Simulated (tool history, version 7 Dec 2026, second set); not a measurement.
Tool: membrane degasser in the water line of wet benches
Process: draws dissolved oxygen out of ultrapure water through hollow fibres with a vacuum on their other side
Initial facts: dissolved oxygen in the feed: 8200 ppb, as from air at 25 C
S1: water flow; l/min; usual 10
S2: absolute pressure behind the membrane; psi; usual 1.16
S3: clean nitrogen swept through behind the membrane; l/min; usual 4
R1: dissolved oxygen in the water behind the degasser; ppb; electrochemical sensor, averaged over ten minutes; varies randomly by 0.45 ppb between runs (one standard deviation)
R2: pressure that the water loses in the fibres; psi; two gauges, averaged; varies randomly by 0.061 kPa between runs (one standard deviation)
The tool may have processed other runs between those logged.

run   hour  S1     S2     S3     R1     R2
  1      0  10   1.16      4   55.1  3.742
  2     57  10   1.16      4   55.8  3.738
  3  134.8  10   1.16      4   56.1  3.745
  4  190.4  10   1.16      4   55.7  3.736
  5  233.8  10   1.16      4   55.4  3.727
  6  276.8  10  2.863      4  127.7  3.729
  7    344  10  1.041      4   50.8  3.748
  8  378.1  10  1.041      4   50.6  3.725
  9  416.7  10  1.041      4   50.9  3.743
 10  490.5   8  1.028   1.71   55.2  2.996
 11  535.6   8  1.028   2.79     38  2.976
 12  600.4  10   1.16      4   55.1   3.73
 13  667.5  10  1.101  10.63   35.5  3.751
 14    705  11  2.737   4.18  140.8  4.122
 15  767.2   6  1.652      4   34.2  2.242

Estimate the outcome of run 16 from the log above:
 16  817.9  12  1.11  7.05   ?   ?

R1: 70.9 ppb
R2: 4.49 psi
Without the tool's hidden state the same run would have given R1 67.8 ppb, R2 4.456 psi.

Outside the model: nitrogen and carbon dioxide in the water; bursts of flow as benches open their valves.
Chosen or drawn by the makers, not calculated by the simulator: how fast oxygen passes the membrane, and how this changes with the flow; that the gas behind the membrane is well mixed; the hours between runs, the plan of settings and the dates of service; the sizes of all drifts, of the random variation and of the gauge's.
